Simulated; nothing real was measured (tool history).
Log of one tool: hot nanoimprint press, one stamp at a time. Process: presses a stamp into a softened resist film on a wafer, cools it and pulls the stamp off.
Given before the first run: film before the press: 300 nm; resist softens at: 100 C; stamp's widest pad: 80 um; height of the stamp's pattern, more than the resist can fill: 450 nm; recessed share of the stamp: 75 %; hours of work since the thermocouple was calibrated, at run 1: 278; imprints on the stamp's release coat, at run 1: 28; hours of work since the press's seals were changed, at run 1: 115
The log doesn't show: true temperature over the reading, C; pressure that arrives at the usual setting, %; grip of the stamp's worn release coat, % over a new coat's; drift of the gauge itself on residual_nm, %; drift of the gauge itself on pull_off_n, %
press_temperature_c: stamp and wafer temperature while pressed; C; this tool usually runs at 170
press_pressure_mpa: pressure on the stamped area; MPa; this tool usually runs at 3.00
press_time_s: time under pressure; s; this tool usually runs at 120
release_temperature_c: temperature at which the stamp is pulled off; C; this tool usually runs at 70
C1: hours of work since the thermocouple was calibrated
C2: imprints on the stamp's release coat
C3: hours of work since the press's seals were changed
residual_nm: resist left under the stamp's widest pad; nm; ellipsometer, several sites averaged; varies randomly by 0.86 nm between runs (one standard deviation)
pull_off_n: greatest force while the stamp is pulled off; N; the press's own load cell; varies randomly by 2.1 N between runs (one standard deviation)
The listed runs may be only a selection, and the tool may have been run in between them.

Run 1, hour 0.0: usual settings; C1 278; C2 28; C3 115. Result: residual_nm 120.4 nm, pull_off_n 136 N.
Run 2, hour 7.5: usual settings; C1 282; C2 46; C3 119. Result: residual_nm 120.7 nm, pull_off_n 131 N.
Run 3, hour 15.9: usual settings; C1 287; C2 65; C3 124. Result: residual_nm 121.1 nm, pull_off_n 135 N.
Run 4, hour 27.1: usual settings; C1 293; C2 91; C3 131. Result: residual_nm 119.1 nm, pull_off_n 132 N.
Run 5, hour 34.1: usual settings; C1 297; C2 108; C3 135. Result: residual_nm 120.7 nm, pull_off_n 133 N.
Run 6, hour 42.3: usual settings; C1 302; C2 127; C3 139. Result: residual_nm 122.4 nm, pull_off_n 135 N.
Run 7, hour 49.6: usual settings; C1 306; C2 144; C3 143. Result: residual_nm 121.6 nm, pull_off_n 134 N.
Run 8, hour 62.5: usual settings; C1 313; C2 174; C3 151. Result: residual_nm 120.2 nm, pull_off_n 133 N.
Run 9, hour 69.1: usual settings but press_time_s 98 s; C1 317; C2 189; C3 155. Result: residual_nm 131.8 nm, pull_off_n 130 N.
Run 10, hour 80.9: usual settings but press_pressure_mpa 4.47 MPa; C1 324; C2 217; C3 161. Result: residual_nm 101.5 nm, pull_off_n 132 N.
Run 11, hour 92.6: usual settings but press_pressure_mpa 3.11 MPa; C1 331; C2 244; C3 168. Result: residual_nm 119.3 nm, pull_off_n 129 N.
Run 12, hour 99.8: usual settings but press_pressure_mpa 3.11 MPa; C1 335; C2 261; C3 172. Result: residual_nm 118.0 nm, pull_off_n 136 N.
Run 13, hour 109.3: usual settings but press_time_s 81 s; C1 340; C2 283; C3 177. Result: residual_nm 141.5 nm, pull_off_n 132 N.
Run 14, hour 117.2: usual settings but press_time_s 143 s; C1 345; C2 301; C3 182. Result: residual_nm 112.6 nm, pull_off_n 137 N.
Run 15, hour 128.4: usual settings but release_temperature_c 63 C; C1 351; C2 327; C3 188. Result: residual_nm 121.8 nm, pull_off_n 141 N.
Run 16, hour 139.6: usual settings but press_time_s 229 s, release_temperature_c 61 C; C1 358; C2 353; C3 195. Result: residual_nm 91.5 nm, pull_off_n 146 N.
Run 17, hour 146.1: usual settings but release_temperature_c 77 C; C1 361; C2 368; C3 199. Result: residual_nm 121.3 nm, pull_off_n 127 N.
Run 18, hour 152.1: usual settings but press_temperature_c 158 C, press_pressure_mpa 2.84 MPa, press_time_s 124 s, release_temperature_c 66 C; C1 365; C2 382; C3 202. Result: residual_nm 205.8 nm, pull_off_n 135 N.
Run 19, hour 159.1: usual settings but press_temperature_c 177 C, press_pressure_mpa 1.88 MPa, press_time_s 71 s, release_temperature_c 61 C; C1 369; C2 399; C3 206. Result: residual_nm 133.4 nm, pull_off_n 141 N.
Run 20, hour 169.4: usual settings but press_temperature_c 161 C, press_pressure_mpa 2.29 MPa, press_time_s 82 s, release_temperature_c 73 C; C1 375; C2 422; C3 212. Result: residual_nm 221.4 nm, pull_off_n 134 N.
Run 21, hour 179.2: usual settings but press_pressure_mpa 2.01 MPa; C1 380; C2 445; C3 217. Result: residual_nm 143.4 nm, pull_off_n 131 N.
Run 22, hour 191.1: usual settings but press_pressure_mpa 2.01 MPa; C1 387; C2 473; C3 224. Result: residual_nm 141.4 nm, pull_off_n 134 N.
Run 23, hour 199.4: usual settings but press_temperature_c 160 C, press_pressure_mpa 4.53 MPa, press_time_s 165 s, release_temperature_c 65 C; C1 392; C2 492; C3 229. Result: residual_nm 147.9 nm, pull_off_n 138 N.
Run 24, hour 209.6: usual settings but press_temperature_c 160 C, press_pressure_mpa 4.53 MPa, press_time_s 165 s, release_temperature_c 65 C; C1 398; C2 516; C3 235. Result: residual_nm 149.3 nm, pull_off_n 142 N.
Run 25, hour 215.9: usual settings but press_temperature_c 162 C, press_pressure_mpa 3.86 MPa, press_time_s 227 s; C1 401; C2 531; C3 238. Result: residual_nm 126.1 nm, pull_off_n 135 N.
Run 26, hour 223.5: usual settings but press_temperature_c 162 C, press_pressure_mpa 3.86 MPa, press_time_s 227 s; C1 405; C2 549; C3 243. Result: residual_nm 125.6 nm, pull_off_n 135 N.

Some steps in residual_nm, run to run, broken into two amounts with sign: the step expected even without the hidden condition (settings, incoming material, random variation), and the rest, left for the hidden condition together with whatever gauge scatter is not in both the measured and the hidden-condition-free result:
Run 9 -> 10: press_pressure_mpa 3.00 -> 4.47, press_time_s 98 -> 120. residual_nm -30.3 nm: hidden state +0.2, all else -30.5.
Run 10 -> 11: press_pressure_mpa 4.47 -> 3.11. residual_nm +17.8 nm: hidden state -0.2, all else +18.0.
Run 17 -> 18: press_temperature_c 170 -> 158, press_pressure_mpa 3.00 -> 2.84, press_time_s 120 -> 124, release_temperature_c 77 -> 66. residual_nm +84.5 nm: hidden state -0.2, all else +84.7.
Run 19 -> 20: press_temperature_c 177 -> 161, press_pressure_mpa 1.88 -> 2.29, press_time_s 71 -> 82, release_temperature_c 61 -> 73. residual_nm +88.0 nm: hidden state -0.1, all else +88.1.
